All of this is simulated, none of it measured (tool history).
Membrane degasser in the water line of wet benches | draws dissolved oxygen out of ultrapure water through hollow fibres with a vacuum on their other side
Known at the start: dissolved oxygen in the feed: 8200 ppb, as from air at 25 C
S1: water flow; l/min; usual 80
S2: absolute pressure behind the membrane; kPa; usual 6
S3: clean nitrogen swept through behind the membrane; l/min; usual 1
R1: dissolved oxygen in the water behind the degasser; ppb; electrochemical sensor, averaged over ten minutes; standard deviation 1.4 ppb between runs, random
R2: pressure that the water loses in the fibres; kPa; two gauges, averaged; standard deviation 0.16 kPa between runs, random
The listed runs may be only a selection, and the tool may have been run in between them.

run    hour   S1     S2    S3     R1     R2
  1       0   80      6     1  378.3   28.8
  2   111.3   80      6     1  376.5  28.79
  3   343.3   80      6  0.67  477.3  28.85
  4     531   80      6  0.67    475  28.55
  5     639   80      6  0.67  476.8  28.48
  6   748.7   80      6     1  376.4   28.8
  7   851.5   80      6     1  371.9  28.71
  8  1050.9   80      6  0.45  581.4  28.54
  9  1292.8   80      6  0.45    580  28.75
 10  1465.7   80      6  0.45  579.9  28.79
 11  1677.4   53   6.26     1  295.4  18.86
 12  1785.3   53   5.14  0.73  236.9   18.8
 13  1992.7  108   5.49  0.73  462.5  38.51
 14  2170.1  126   3.63  0.93  146.5  45.06
 15  2346.8   80   4.12     1  134.9  28.92
 16  2586.6   80      6  2.47  197.9  28.74
 17  2742.5   87  14.46  2.06    866  31.25
 18    2898   55   5.73  2.06  142.9  19.46

Run 19 comes next. What will it give?
 19  3052.2  55  5.73  2.06   ?   ?

R1: 143.5 ppb
R2: 19.93 kPa
With the hidden condition absent and the run-to-run variation left alone, this run would have shown R1 146 ppb, R2 19.92 kPa.
